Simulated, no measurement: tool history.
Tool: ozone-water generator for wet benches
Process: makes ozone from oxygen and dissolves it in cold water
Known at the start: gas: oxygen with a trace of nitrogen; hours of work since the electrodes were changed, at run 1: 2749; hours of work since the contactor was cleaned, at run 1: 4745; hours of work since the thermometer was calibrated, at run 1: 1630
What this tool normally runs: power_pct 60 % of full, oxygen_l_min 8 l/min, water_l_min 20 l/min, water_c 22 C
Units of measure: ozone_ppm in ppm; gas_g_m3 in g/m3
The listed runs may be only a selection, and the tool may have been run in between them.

run   hour  power_pct  oxygen_l_min  water_l_min  water_c  hours of work since the electrodes were changed  hours of work since the contactor was cleaned  hours of work since the thermometer was calibrated  ozone_ppm  gas_g_m3
  1      0         60             8           20       22                                             2749                                           4745                                                1630         27     210.6
  2   65.4         60             8           20       22                                             2802                                           4798                                                1683       26.6     210.6
  3  115.5         60             8           20       22                                             2844                                           4839                                                1724       26.6     210.7
  4  175.9         60             8           20       22                                             2893                                           4889                                                1774         27     209.9
  5    213         60             8           20       22                                             2923                                           4919                                                1804       26.8     208.1
  6  273.4         60             8           20       22                                             2973                                           4969                                                1854       26.7     211.6
  7  310.9         60             8           20       22                                             3003                                           4999                                                1884       26.8       209
  8    365         60             8           20       22                                             3048                                           5044                                                1929       27.1     209.5
  9  417.6         60             8           20       22                                             3091                                           5087                                                1972       26.8       209

For run 10, what comes out?
     429.7  -- contactor cleaned
 10  467.4         76             8           18       25                                             3128                                             31                                                2009          ?         ?

Run 10 gave ozone_ppm 30.9 ppm, gas_g_m3 246.2 g/m3.
With the hidden condition absent and the run-to-run variation left alone, this run would have shown ozone_ppm 30.9 ppm, gas_g_m3 248 g/m3.
